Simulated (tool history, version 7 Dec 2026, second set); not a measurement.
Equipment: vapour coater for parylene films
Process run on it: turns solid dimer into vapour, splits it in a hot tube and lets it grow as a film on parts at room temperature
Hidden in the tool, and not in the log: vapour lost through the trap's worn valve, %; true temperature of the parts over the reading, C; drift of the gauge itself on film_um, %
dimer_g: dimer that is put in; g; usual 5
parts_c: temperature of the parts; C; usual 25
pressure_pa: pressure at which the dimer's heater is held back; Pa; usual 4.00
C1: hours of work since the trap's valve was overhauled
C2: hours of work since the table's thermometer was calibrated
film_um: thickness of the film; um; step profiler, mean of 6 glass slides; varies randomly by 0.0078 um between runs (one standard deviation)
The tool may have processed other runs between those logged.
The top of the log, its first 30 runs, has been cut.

Run 31, hour 1293.7: usual settings but dimer_g 6 g, parts_c 29 C; C1 61; C2 195. Result: film_um 3.418 um.
Run 32, hour 1339.9: usual settings but dimer_g 6 g, pressure_pa 2.91 Pa; C1 98; C2 231. Result: film_um 4.144 um.
Run 33, hour 1377.8: usual settings but dimer_g 6 g, pressure_pa 2.91 Pa; C1 128; C2 261. Result: film_um 4.167 um.
Run 34, hour 1402.8: usual settings but dimer_g 3 g, parts_c 32 C, pressure_pa 4.68 Pa; C1 147; C2 281. Result: film_um 1.461 um.
Run 35, hour 1438.8: usual settings but dimer_g 3 g, parts_c 32 C, pressure_pa 4.68 Pa; C1 176; C2 309. Result: film_um 1.467 um.
Run 36, hour 1469.3: usual settings but parts_c 32 C, pressure_pa 2.58 Pa; C1 200; C2 333. Result: film_um 2.563 um.
Run 37, hour 1526.5: usual settings but parts_c 32 C, pressure_pa 2.58 Pa; C1 245; C2 378. Result: film_um 2.543 um.
Run 38, hour 1576.2: usual settings but dimer_g 3 g, parts_c 18 C, pressure_pa 2.58 Pa; C1 284; C2 417. Result: film_um 2.802 um.
Run 39, hour 1601.9: usual settings but parts_c 34 C, pressure_pa 7.08 Pa; C1 304; C2 438. Result: film_um 2.125 um.
At hour 1622.5: trap's valve overhauled.
Run 40, hour 1643.4: usual settings but parts_c 34 C, pressure_pa 7.08 Pa; C1 16; C2 467. Result: film_um 2.217 um.
Run 41, hour 1681.5: usual settings but dimer_g 3 g, parts_c 23 C, pressure_pa 10.50 Pa; C1 46; C2 497. Result: film_um 2.089 um.
Run 42, hour 1710.3: usual settings but dimer_g 6 g, parts_c 22 C; C1 69; C2 520. Result: film_um 4.718 um.
Run 43, hour 1761.0: usual settings but dimer_g 3 g, parts_c 22 C, pressure_pa 6.79 Pa; C1 109; C2 560. Result: film_um 2.248 um.
Run 44, hour 1795.0: usual settings but dimer_g 3 g, parts_c 22 C, pressure_pa 6.79 Pa; C1 136; C2 587. Result: film_um 2.243 um.
Run 45, hour 1823.1: usual settings but dimer_g 3 g, parts_c 22 C, pressure_pa 6.79 Pa; C1 158; C2 609. Result: film_um 2.238 um.
Run 46, hour 1867.3: usual settings but dimer_g 3 g, parts_c 22 C, pressure_pa 6.79 Pa; C1 193; C2 643. Result: film_um 2.227 um.
Run 47, hour 1899.3: usual settings but pressure_pa 3.99 Pa; C1 218; C2 669. Result: film_um 3.382 um.

Forecast each of these 4 alternatives for the next run:
Run A, hour 1946.8: usual settings but parts_c 36 C; C1 255; C2 706. Result: film_um ?.
Run B, hour 1946.8: usual settings but dimer_g 9 g, parts_c 23 C, pressure_pa 10.09 Pa; C1 255; C2 706. Result: film_um ?.
Run C, hour 1946.8: usual settings but parts_c 20 C, pressure_pa 3.13 Pa; C1 255; C2 706. Result: film_um ?.
Run D, hour 1946.8: usual settings but dimer_g 6 g, parts_c 35 C, pressure_pa 2.46 Pa; C1 255; C2 706. Result: film_um ?.

run  film_um
  A    2.090
  B    6.142
  C    4.265
  D    2.712
The same runs, with their run-to-run variation unchanged, on a tool lacking any hidden condition would have given:
run  film_um
  A    2.141
  B    6.292
  C    4.370
  D    2.778

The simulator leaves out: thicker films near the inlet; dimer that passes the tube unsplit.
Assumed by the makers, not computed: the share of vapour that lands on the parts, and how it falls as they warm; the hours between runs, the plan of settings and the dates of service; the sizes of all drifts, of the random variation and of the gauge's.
